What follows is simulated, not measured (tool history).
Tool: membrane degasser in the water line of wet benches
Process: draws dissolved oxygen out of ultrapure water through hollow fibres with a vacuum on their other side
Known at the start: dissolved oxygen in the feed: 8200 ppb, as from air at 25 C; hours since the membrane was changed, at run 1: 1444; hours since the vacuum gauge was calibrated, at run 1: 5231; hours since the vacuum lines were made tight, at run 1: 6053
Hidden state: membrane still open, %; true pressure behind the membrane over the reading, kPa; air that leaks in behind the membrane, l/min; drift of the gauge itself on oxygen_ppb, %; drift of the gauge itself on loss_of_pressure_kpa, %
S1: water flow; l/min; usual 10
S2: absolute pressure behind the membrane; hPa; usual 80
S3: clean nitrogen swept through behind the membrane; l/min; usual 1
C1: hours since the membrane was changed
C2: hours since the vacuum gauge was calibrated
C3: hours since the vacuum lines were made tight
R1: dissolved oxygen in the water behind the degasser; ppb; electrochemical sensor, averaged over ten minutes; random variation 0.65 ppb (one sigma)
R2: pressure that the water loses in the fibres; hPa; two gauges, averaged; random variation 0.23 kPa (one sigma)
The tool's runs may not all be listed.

run    hour  S1     S2    S3    C1    C2    C3     R1     R2
  1       0  10     80     1  1444  5231  6053  120.4  578.1
  2   156.3  10     80     1  1600  5387  6210  119.9  579.1
  3   222.1   7     80     1  1666  5453  6275   86.3  406.7
  4   315.6  10     80     1  1760  5546  6369    121  582.7
  5   379.5  12     80     1  1823  5610  6433  145.2    698
  6     475  12     80     1  1919  5706  6528  145.5  698.7
      494.3  -- seals of the vacuum lines changed
  7   559.4  12     80     1  2001  5788    65  142.4  700.1
  8   643.5  12     80     1  2085  5872   149  141.2  700.3
  9   780.2  15  102.4  2.12  2222  6009   286  134.4  875.4
 10   933.3   9   73.1  0.75  2375  6162   439  118.4  522.2
 11  1075.5   9   73.1  0.75  2517  6304   581  119.4  524.9
 12  1161.3  15    110  1.41  2603  6390   667  208.2  874.2
 13  1275.2   7  124.4  1.41  2717  6504   781  113.3  410.1
 14  1389.3  10   62.2  1.41  2831  6618   895   55.9  585.9
 15  1467.8   7  188.5  1.36  2910  6697   973  196.1  412.7

5 ways to go on from here, each from the tool as it stands after run 15. What would each give?
  A  1565.9  13  188.5  1.36  3008  6795  1072   ?   ?
  B  1565.9   7  188.5  2.48  3008  6795  1072   ?   ?
  C  1565.9   7   59.8  0.53  3008  6795  1072   ?   ?
  D  1565.9  10  158.5  2.01  3008  6795  1072   ?   ?
  E  1565.9   9     80     1  3008  6795  1072   ?   ?

run     R1     R2
  A    348  752.9
  B  111.7  406.9
  C   89.1  408.9
  D  155.5  583.5
  E  107.4  522.9
Without the tool's hidden state the same runs would have given:
run     R1     R2
  A  343.2  744.2
  B  109.6  402.2
  C   84.7  404.1
  D  152.8  576.7
  E    104  516.8
